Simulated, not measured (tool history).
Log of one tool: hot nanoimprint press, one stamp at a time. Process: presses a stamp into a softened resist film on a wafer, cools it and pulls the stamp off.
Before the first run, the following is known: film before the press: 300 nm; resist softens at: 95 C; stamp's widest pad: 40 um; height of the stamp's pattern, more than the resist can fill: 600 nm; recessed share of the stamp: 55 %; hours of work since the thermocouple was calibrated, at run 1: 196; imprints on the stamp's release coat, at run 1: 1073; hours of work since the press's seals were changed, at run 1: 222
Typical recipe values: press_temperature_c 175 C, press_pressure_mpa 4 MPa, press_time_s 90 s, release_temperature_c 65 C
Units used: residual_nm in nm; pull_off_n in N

run,hour,press_temperature_c,press_pressure_mpa,press_time_s,release_temperature_c,hours of work since the thermocouple was calibrated,imprints on the stamp's release coat,hours of work since the press's seals were changed,residual_nm,pull_off_n
1,0,175,4,90,65,196,1073,222,122.3,182
2,9.5,175,4,90,65,201,1104,227,120.7,183
3,15,175,4,90,65,204,1121,230,122.9,193
4,23.5,175,2.73,90,65,208,1149,234,146.8,185
5,33.4,175,4,50,65,213,1181,239,153.4,182
6,41.8,175,4,50,65,218,1209,244,156.1,186
7,50.9,175,4,50,65,223,1238,249,153.5,191
8,61.5,175,4,90,65,228,1273,254,121.4,189
9,66.4,175,4,90,65,231,1289,257,124.2,184
10,75.5,175,4,90,65,235,1318,261,122.1,188
11,82.9,175,4,90,65,239,1343,265,121.8,188
12,91.8,175,2.99,90,65,244,1372,270,139.6,183
13,100.5,175,2.99,90,65,248,1400,275,140,187
14,108.6,175,4,90,65,253,1426,279,122.4,192
# hour 115.4: stamp cleaned and given a new release coat
15,121.9,164,4,90,65,257,21,283,165.5,162
16,132.2,164,4,90,65,262,55,288,163.6,163
17,140.2,187,2.92,90,73,266,81,292,103.6,147
18,145.5,187,3.63,90,73,269,98,295,93.7,150
19,150.7,169,4,90,54,272,115,298,143.6,187
20,161.5,184,4,66,65,277,150,303,109.5,164

Forecast run 21:
# hour 165: plate thermocouple calibrated
21,171.5,184,4,66,65,3,173,307,?,?

residual_nm: 109.9 nm
pull_off_n: 161 N
The same run, on a tool lacking any hidden state, would have yielded residual_nm 113.9 nm, pull_off_n 161 N.

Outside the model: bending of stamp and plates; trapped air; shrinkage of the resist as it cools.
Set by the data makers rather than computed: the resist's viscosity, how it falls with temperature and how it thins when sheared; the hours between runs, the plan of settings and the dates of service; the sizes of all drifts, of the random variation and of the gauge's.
